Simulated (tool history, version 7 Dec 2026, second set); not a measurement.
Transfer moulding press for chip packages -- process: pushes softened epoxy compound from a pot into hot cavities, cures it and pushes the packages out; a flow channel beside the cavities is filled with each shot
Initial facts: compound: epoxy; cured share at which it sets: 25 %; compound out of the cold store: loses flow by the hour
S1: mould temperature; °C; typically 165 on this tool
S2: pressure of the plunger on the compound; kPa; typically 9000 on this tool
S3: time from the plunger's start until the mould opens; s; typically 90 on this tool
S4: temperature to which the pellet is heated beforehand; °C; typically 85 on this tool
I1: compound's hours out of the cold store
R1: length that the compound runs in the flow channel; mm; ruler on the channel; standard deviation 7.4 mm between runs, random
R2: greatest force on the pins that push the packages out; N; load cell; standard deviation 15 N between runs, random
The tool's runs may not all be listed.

Run 1, day 0: usual settings; I1 8.5. Result: R1 867 mm, R2 970 N.
At day 0.333: cavities cleaned with cleaning compound and waxed.
Run 2, day 0.7: usual settings; I1 18.9. Result: R1 853 mm, R2 1062 N.
Run 3, day 1.167: usual settings but S2 7750 kPa; I1 32.7. Result: R1 754 mm, R2 1032 N.
Run 4, day 2.154: usual settings but S2 7750 kPa; I1 21.8. Result: R1 777 mm, R2 1088 N.
At day 2.683: cavities cleaned with cleaning compound and waxed.
Run 5, day 2.8: usual settings but S2 7750 kPa; I1 39.6. Result: R1 730 mm, R2 726 N.
Run 6, day 3.604: usual settings but S2 7750 kPa; I1 39. Result: R1 735 mm, R2 808 N.
Run 7, day 4.238: usual settings but S2 7750 kPa; I1 19.8. Result: R1 778 mm, R2 882 N.
Run 8, day 4.908: usual settings but S2 8810 kPa; I1 17.7. Result: R1 841 mm, R2 979 N.
At day 5.025: cavities cleaned with cleaning compound and waxed.
At day 5.625: cavities cleaned with cleaning compound and waxed, once more.
Run 9, day 5.908: usual settings but S2 8810 kPa; I1 15.7. Result: R1 843 mm, R2 754 N.
Run 10, day 6.804: usual settings; I1 45.1. Result: R1 784 mm, R2 808 N.
Run 11, day 7.229: usual settings; I1 21.1. Result: R1 846 mm, R2 885 N.
Run 12, day 7.771: usual settings; I1 14.6. Result: R1 846 mm, R2 934 N.
At day 8: cavities cleaned with cleaning compound and waxed.
Run 13, day 8.271: usual settings; I1 16.7. Result: R1 850 mm, R2 750 N.
Run 14, day 8.825: usual settings but S1 163 °C; I1 39. Result: R1 791 mm, R2 889 N.
Run 15, day 9.475: usual settings but S1 168 °C, S2 8760 kPa, S3 95 s; I1 15.2. Result: R1 843 mm, R2 722 N.
Run 16, day 10.038: usual settings but S1 168 °C, S2 8760 kPa, S3 95 s; I1 29.4. Result: R1 785 mm, R2 735 N.
At day 10.408: cavities cleaned with cleaning compound and waxed.
Run 17, day 10.804: usual settings but S1 172 °C, S2 9320 kPa, S4 81 °C; I1 8.8. Result: R1 864 mm, R2 587 N.
Run 18, day 11.583: usual settings but S1 172 °C, S2 9320 kPa, S4 81 °C; I1 24.9. Result: R1 819 mm, R2 615 N.
Run 19, day 12.367: usual settings but S1 163 °C, S2 9830 kPa, S3 88 s, S4 76 °C; I1 35.9. Result: R1 840 mm, R2 1035 N.
At day 12.796: cavities cleaned with cleaning compound and waxed.
Run 20, day 13.204: usual settings but S1 164 °C, S2 10750 kPa, S3 124 s, S4 88 °C; I1 23.7. Result: R1 895 mm, R2 519 N.
Run 21, day 14.146: usual settings but S1 164 °C, S2 10750 kPa, S3 124 s, S4 88 °C; I1 11.9. Result: R1 929 mm, R2 585 N.
At day 14.929: plunger's sealing rings changed.
Run 22, day 15.121: usual settings but S1 162 °C, S2 7890 kPa, S3 101 s, S4 93 °C; I1 21.3. Result: R1 815 mm, R2 859 N.
At day 15.262: cavities cleaned with cleaning compound and waxed.
Run 23, day 16.129: usual settings but S1 163 °C, S2 7890 kPa, S3 88 s, S4 93 °C; I1 12.6. Result: R1 838 mm, R2 979 N.
Run 24, day 16.942: usual settings but S4 87 °C; I1 42.4. Result: R1 818 mm, R2 847 N.
At day 17.6: cavities cleaned with cleaning compound and waxed.
Run 25, day 17.75: usual settings but S3 124 s, S4 77 °C; I1 17.9. Result: R1 887 mm, R2 482 N.
Run 26, day 18.525: usual settings but S1 164 °C, S2 9080 kPa, S3 101 s, S4 90 °C; I1 12.5. Result: R1 913 mm, R2 698 N.
Run 27, day 19.442: usual settings but S1 164 °C, S2 9080 kPa, S3 101 s, S4 90 °C; I1 46.8. Result: R1 804 mm, R2 723 N.
At day 20.012: cavities cleaned with cleaning compound and waxed.
Run 28, day 20.479: usual settings but S1 161 °C, S2 7810 kPa, S3 101 s, S4 76 °C; I1 29.4. Result: R1 782 mm, R2 780 N.

Run by run, hidden condition taken away, random variation retained:
Hidden state present: true mould temperature over the reading, C; pressure that reaches the compound, % of what is set; grip of the stained cavities, % over clean ones'; drift of the gauge itself on flow_mm, %; drift of the gauge itself on push_out_n, %.
run   R1   R2
  1  901  737
  2  887  740
  3  785  708
  4  811  731
  5  763  710
  6  769  698
  7  816  712
  8  883  751
  9  887  737
 10  826  687
 11  892  723
 12  894  728
 13  898  730
 14  837  795
 15  893  585
 16  833  566
 17  918  535
 18  873  505
 19  896  817
 20  956  479
 21  996  476
 22  817  672
 23  842  871
 24  823  689
 25  894  473
 26  922  625
 27  814  583
 28  793  755

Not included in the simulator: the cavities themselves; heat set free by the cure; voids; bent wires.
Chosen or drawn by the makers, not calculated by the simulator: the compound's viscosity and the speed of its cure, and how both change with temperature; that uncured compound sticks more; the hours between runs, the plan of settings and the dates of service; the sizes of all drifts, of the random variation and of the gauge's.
